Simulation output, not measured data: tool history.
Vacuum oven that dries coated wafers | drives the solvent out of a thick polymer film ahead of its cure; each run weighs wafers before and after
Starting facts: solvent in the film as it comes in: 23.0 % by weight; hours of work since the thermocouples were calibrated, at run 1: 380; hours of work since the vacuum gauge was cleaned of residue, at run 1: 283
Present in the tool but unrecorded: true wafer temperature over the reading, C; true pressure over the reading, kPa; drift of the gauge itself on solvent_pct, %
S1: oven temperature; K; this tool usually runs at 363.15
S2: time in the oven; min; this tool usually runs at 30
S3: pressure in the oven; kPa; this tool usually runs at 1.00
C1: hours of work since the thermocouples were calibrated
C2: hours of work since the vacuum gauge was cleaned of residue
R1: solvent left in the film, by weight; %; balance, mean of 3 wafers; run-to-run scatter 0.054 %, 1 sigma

run	day	S1	S2	S3	C1	C2	R1
1	0.000	363.15	30	1.00	380	283	2.15
2	0.279	363.15	30	1.00	385	288	2.21
3	0.812	363.15	30	1.00	395	298	2.20
4	1.067	363.15	43	1.00	400	303	1.20
5	1.329	374.15	43	1.00	405	308	0.52
6	1.850	354.15	30	1.00	414	317	4.17
7	2.275	354.15	30	3.59	422	325	5.34
8	2.600	354.15	30	3.59	428	331	5.66
9	2.962	363.15	30	1.00	435	338	2.25
10	3.442	363.15	28	1.00	444	347	2.51
11	3.692	363.15	42	1.00	449	352	1.21
12	4.050	363.15	42	1.00	455	358	1.09
13	4.525	363.15	42	1.00	464	367	1.13
14	5.075	363.15	42	1.00	474	377	1.10
15	5.608	363.15	30	2.06	484	387	2.69
16	6.083	363.15	30	1.00	493	396	2.27
17	6.450	363.15	30	1.00	500	403	2.34
18	6.712	363.15	30	1.00	505	408	2.27
19	6.946	363.15	30	1.00	509	412	2.37
20	7.483	363.15	30	1.00	519	422	2.24
21	7.717	363.15	30	1.00	523	426	2.16
22	8.183	357.15	30	1.00	532	435	3.58
23	8.517	357.15	30	1.00	538	441	3.41
24	8.983	357.15	30	1.00	547	450	3.60
25	9.288	363.15	30	0.56	552	455	2.07
26	9.762	363.15	30	0.56	561	464	2.07
27	10.308	363.15	37	2.81	571	474	2.17
28	10.604	363.15	30	2.18	577	480	2.72
29	11.088	366.15	31	1.00	586	489	1.77
30	11.379	376.15	17	2.52	591	494	2.81
31	11.775	350.15	30	1.00	599	502	5.34
32	12.279	350.15	30	1.00	608	511	5.54
33	12.721	359.15	31	0.90	616	519	2.94
34	13.121	353.15	37	1.00	624	527	3.48
35	13.650	363.15	30	0.67	633	536	2.28
36	14.108	363.15	26	1.36	642	545	3.19
37	14.375	355.15	26	1.65	647	550	5.15
38	14.696	355.15	19	1.65	653	556	7.18
39	15.183	355.15	19	1.25	662	565	7.14
40	15.596	376.15	26	3.24	670	573	1.67
41	16.092	376.15	26	3.24	679	582	1.69
42	16.400	362.15	37	0.53	685	588	1.53
43	16.812	362.15	37	0.53	692	595	1.49
44	17.308	362.15	47	1.00	701	604	1.13
45	17.596	361.15	23	2.10	707	610	4.53
46	17.850	368.15	29	2.27	711	614	2.10
47	18.154	368.15	29	2.27	717	620	2.19
48	18.554	371.15	28	3.90	725	628	2.36

Each row is a separate what-if for the run after 48, all from the same tool condition, not one after another. Results?
A	18.938	369.15	30	1.18	732	635	?
B	18.938	363.15	17	1.51	732	635	?
C	18.938	376.15	30	1.00	732	635	?

run	R1
A	1.56
B	5.74
C	0.82
Stripped of hidden state, with their random variation kept, the same runs would have yielded:
run	R1
A	1.28
B	5.20
C	0.65
